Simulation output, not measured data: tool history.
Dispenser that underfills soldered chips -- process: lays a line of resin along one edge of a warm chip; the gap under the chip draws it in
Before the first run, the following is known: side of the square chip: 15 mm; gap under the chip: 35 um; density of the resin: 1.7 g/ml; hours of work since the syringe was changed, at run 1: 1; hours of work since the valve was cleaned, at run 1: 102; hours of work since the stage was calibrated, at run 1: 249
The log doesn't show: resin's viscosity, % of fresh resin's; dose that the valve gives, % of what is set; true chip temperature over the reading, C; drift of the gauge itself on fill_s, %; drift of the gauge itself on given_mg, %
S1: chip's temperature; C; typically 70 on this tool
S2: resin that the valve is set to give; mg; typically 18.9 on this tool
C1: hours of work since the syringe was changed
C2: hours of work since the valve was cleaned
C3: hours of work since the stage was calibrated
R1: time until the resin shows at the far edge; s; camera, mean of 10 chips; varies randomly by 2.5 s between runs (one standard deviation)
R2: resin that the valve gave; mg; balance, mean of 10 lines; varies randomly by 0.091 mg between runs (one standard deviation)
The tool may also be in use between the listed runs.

run   hour  S1    S2  C1   C2   C3     R1     R2
  1    0.0  70  18.9   1  102  249  263.2  17.74
  2    5.5  70  18.9   5  106  253  343.9  17.84
  3    9.8  70  18.9   8  109  257  436.7  17.91
      13.4  -- new syringe of resin
  4   14.7  70  18.9   1  113  260  267.4  17.76
  5   21.1  70  18.9   6  118  265  368.2  17.72
  6   26.2  70  18.9  10  122  269  488.0  17.69
      28.0  -- new syringe of resin
  7   34.2  70  18.9   5  128  275  336.0  17.58
  8   40.5  70  17.0  10  132  280  483.4  15.89
      43.0  -- new syringe of resin
  9   47.4  70  17.0   3  137  285  323.3  15.82
      52.8  -- dispensing valve cleaned and set on the balance
 10   53.7  70  18.9   7    1  289  398.3  19.00
      58.7  -- new syringe of resin
 11   61.0  70  18.9   2    6  294  281.0  18.86
 12   68.1  81  18.9   7   11  300  268.5  18.73
      73.4  -- new syringe of resin
 13   74.1  70  18.9   1   16  304  251.8  18.66
 14   80.9  70  17.0   6   21  309  366.9  16.73
 15   85.9  70  19.0  10   25  313  457.2  18.63
      88.0  -- new syringe of resin
 16   90.1  70  20.3   2   28  316  267.6  19.93
 17   94.5  70  22.5   5   31  319  326.2  21.91
 18  101.9  70  18.9  11   37  325  489.4  18.52
     102.8  -- new syringe of resin
 19  105.8  70  18.9   2   40  328  287.2  18.45
 20  110.4  70  21.6   6   43  331  352.9  21.03
 21  116.3  74  20.7  10   48  336  410.9  20.16
     117.8  -- new syringe of resin
 22  121.7  74  20.7   3   52  340  253.2  20.06
 23  125.3  55  16.3   6   54  342  668.0  15.61
 24  131.1  55  16.3  10   59  347  910.6  15.74
     132.6  -- new syringe of resin
 25  138.9  55  16.3   5   65  353  651.5  15.58
 26  145.3  81  18.0  10   69  358  326.5  17.12
     147.6  -- new syringe of resin
 27  149.9  55  19.7   2   73  361  476.9  18.94
 28  154.2  78  24.5   5   76  364  244.6  23.23

Forecast run 29:
 29  159.7  78  24.5   9  80  368   ?   ?

Run 29 came out at R1 313.9 s, R2 23.18 mg.
If the tool had no hidden condition, the same run with the same run-to-run variation would have returned R1 181.2 s, R2 24.35 mg.

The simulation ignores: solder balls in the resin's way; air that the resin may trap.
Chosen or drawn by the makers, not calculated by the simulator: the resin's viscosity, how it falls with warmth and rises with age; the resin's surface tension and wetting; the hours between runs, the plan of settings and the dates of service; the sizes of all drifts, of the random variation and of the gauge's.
